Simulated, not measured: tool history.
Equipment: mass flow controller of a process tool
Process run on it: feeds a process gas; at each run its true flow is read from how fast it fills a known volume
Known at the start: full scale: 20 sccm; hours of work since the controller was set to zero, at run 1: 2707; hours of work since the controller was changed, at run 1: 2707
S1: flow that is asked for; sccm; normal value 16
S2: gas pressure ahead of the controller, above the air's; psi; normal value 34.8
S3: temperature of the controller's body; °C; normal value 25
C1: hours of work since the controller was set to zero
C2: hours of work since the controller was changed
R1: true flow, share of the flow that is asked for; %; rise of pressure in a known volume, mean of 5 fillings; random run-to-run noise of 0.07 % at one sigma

{"run": 1, "hour": 0.0, "S1": 16, "S2": 34.8, "S3": 25, "C1": 2707, "C2": 2707, "R1": 99.23}
{"run": 2, "hour": 198.7, "S1": 16, "S2": 34.8, "S3": 34, "C1": 2801, "C2": 2801, "R1": 99.78}
{"run": 3, "hour": 533.8, "S1": 16, "S2": 36.1, "S3": 25, "C1": 2958, "C2": 2958, "R1": 98.99}
{"run": 4, "hour": 716.1, "S1": 16, "S2": 36.1, "S3": 25, "C1": 3044, "C2": 3044, "R1": 98.88}
{"run": 5, "hour": 1028.0, "S1": 16, "S2": 34.8, "S3": 21, "C1": 3191, "C2": 3191, "R1": 98.75}
{"run": 6, "hour": 1432.3, "S1": 16, "S2": 22.6, "S3": 21, "C1": 3381, "C2": 3381, "R1": 98.93}
{"run": 7, "hour": 1659.4, "S1": 16, "S2": 28.4, "S3": 25, "C1": 3487, "C2": 3487, "R1": 99.08}
{"run": 8, "hour": 1912.7, "S1": 16, "S2": 28.4, "S3": 25, "C1": 3607, "C2": 3607, "R1": 99.1}
{"run": 9, "hour": 2120.3, "S1": 16, "S2": 28.4, "S3": 25, "C1": 3704, "C2": 3704, "R1": 99.01}
{"run": 10, "hour": 2515.5, "S1": 16, "S2": 28.4, "S3": 25, "C1": 3890, "C2": 3890, "R1": 98.94}
{"run": 11, "hour": 2764.1, "S1": 16, "S2": 28.4, "S3": 25, "C1": 4007, "C2": 4007, "R1": 99.06}
{"run": 12, "hour": 2998.4, "S1": 16, "S2": 28.4, "S3": 25, "C1": 4117, "C2": 4117, "R1": 98.93}
{"run": 13, "hour": 3238.0, "S1": 14, "S2": 34.8, "S3": 25, "C1": 4230, "C2": 4230, "R1": 98.26}
{"run": 14, "hour": 3613.0, "S1": 14, "S2": 34.8, "S3": 25, "C1": 4406, "C2": 4406, "R1": 98.37}
{"hour": 3665.6, "done": "controller's zero set anew"}
{"run": 15, "hour": 4022.9, "S1": 14, "S2": 34.8, "S3": 25, "C1": 168, "C2": 4598, "R1": 98.34}
{"run": 16, "hour": 4225.6, "S1": 16, "S2": 34.8, "S3": 25, "C1": 263, "C2": 4694, "R1": 98.61}
{"run": 17, "hour": 4566.1, "S1": 16, "S2": 34.8, "S3": 25, "C1": 423, "C2": 4854, "R1": 98.55}
{"run": 18, "hour": 4799.8, "S1": 16, "S2": 28.6, "S3": 25, "C1": 533, "C2": 4964, "R1": 98.73}
{"run": 19, "hour": 5034.0, "S1": 16, "S2": 34.8, "S3": 25, "C1": 643, "C2": 5074, "R1": 98.58}
{"run": 20, "hour": 5213.7, "S1": 16, "S2": 34.8, "S3": 25, "C1": 728, "C2": 5158, "R1": 98.41}
{"run": 21, "hour": 5449.0, "S1": 16, "S2": 34.8, "S3": 25, "C1": 838, "C2": 5269, "R1": 98.37}
{"run": 22, "hour": 5794.6, "S1": 16, "S2": 34.8, "S3": 28, "C1": 1001, "C2": 5431, "R1": 98.67}
{"run": 23, "hour": 6100.9, "S1": 16, "S2": 30.6, "S3": 25, "C1": 1145, "C2": 5575, "R1": 98.41}
{"run": 24, "hour": 6370.4, "S1": 11, "S2": 37.3, "S3": 22, "C1": 1272, "C2": 5702, "R1": 97.32}
{"run": 25, "hour": 6666.5, "S1": 11, "S2": 37.3, "S3": 22, "C1": 1411, "C2": 5841, "R1": 97.03}
{"hour": 6688.5, "done": "controller exchanged for a calibrated one"}
{"run": 26, "hour": 7062.9, "S1": 6, "S2": 23.9, "S3": 27, "C1": 176, "C2": 176, "R1": 97.08}
{"run": 27, "hour": 7293.4, "S1": 14, "S2": 24.5, "S3": 27, "C1": 284, "C2": 284, "R1": 98.44}
{"hour": 7427.8, "done": "gauge calibrated"}
{"run": 28, "hour": 7671.2, "S1": 14, "S2": 35.5, "S3": 27, "C1": 462, "C2": 462, "R1": 98.91}
{"run": 29, "hour": 7904.7, "S1": 14, "S2": 38.9, "S3": 32, "C1": 572, "C2": 572, "R1": 99.08}
{"run": 30, "hour": 8210.4, "S1": 15, "S2": 32.1, "S3": 36, "C1": 715, "C2": 715, "R1": 99.85}
{"run": 31, "hour": 8461.8, "S1": 15, "S2": 32.1, "S3": 36, "C1": 834, "C2": 834, "R1": 99.72}
{"run": 32, "hour": 8764.0, "S1": 19, "S2": 28.1, "S3": 24, "C1": 976, "C2": 976, "R1": 99.62}
{"run": 33, "hour": 8979.3, "S1": 17, "S2": 39.9, "S3": 27, "C1": 1077, "C2": 1077, "R1": 99.16}
{"run": 34, "hour": 9318.2, "S1": 17, "S2": 39.9, "S3": 34, "C1": 1236, "C2": 1236, "R1": 99.5}
{"run": 35, "hour": 9517.1, "S1": 11, "S2": 33.8, "S3": 23, "C1": 1330, "C2": 1330, "R1": 97.92}
{"run": 36, "hour": 9852.6, "S1": 11, "S2": 33.8, "S3": 23, "C1": 1487, "C2": 1487, "R1": 97.91}
{"run": 37, "hour": 10042.6, "S1": 11, "S2": 33.8, "S3": 23, "C1": 1577, "C2": 1577, "R1": 97.87}
{"run": 38, "hour": 10360.3, "S1": 11, "S2": 33.8, "S3": 23, "C1": 1726, "C2": 1726, "R1": 97.79}
{"run": 39, "hour": 10644.1, "S1": 16, "S2": 24.1, "S3": 25, "C1": 1860, "C2": 1860, "R1": 99.18}
{"run": 40, "hour": 10850.7, "S1": 16, "S2": 24.1, "S3": 25, "C1": 1957, "C2": 1957, "R1": 99.09}
{"run": 41, "hour": 11031.8, "S1": 16, "S2": 24.1, "S3": 25, "C1": 2042, "C2": 2042, "R1": 99.0}
{"run": 42, "hour": 11343.5, "S1": 12, "S2": 39.7, "S3": 22, "C1": 2188, "C2": 2188, "R1": 97.56}
{"run": 43, "hour": 11752.3, "S1": 4, "S2": 34.8, "S3": 26, "C1": 2380, "C2": 2380, "R1": 96.71}
{"run": 44, "hour": 12047.6, "S1": 16, "S2": 36.7, "S3": 28, "C1": 2519, "C2": 2519, "R1": 98.88}
{"run": 45, "hour": 12230.8, "S1": 16, "S2": 36.7, "S3": 28, "C1": 2605, "C2": 2605, "R1": 98.59}
{"run": 46, "hour": 12478.6, "S1": 3, "S2": 35.4, "S3": 31, "C1": 2722, "C2": 2722, "R1": 96.84}

Across each entry between runs, compare the hidden state at the last listed run before it with the hidden state at the first listed run after it:
In the gap between runs 14 and 15: controller's zero set anew (hour 3665.6)
  flow at rest that the sensor doesn't see, % of full scale: 0.003 -> 0; drift of the gauge itself on true_pct, %: -0.47 -> -0.53
  the result without the hidden state subtracted from the measured one, R1: -0.46 -> -0.51 %
In the gap between runs 25 and 26: controller exchanged for a calibrated one (hour 6688.5)
  flow at rest that the sensor doesn't see, % of full scale: 0.001 -> 0; drift of the gauge itself on true_pct, %: -0.87 -> -0.92
  the result without the hidden state subtracted from the measured one, R1: -0.85 -> -0.91 %
In the gap between runs 27 and 28: gauge calibrated (hour 7427.8)
  drift of the gauge itself on true_pct, %: -0.95 -> -0.03
  the result without the hidden state subtracted from the measured one, R1: -0.95 -> -0.04 %
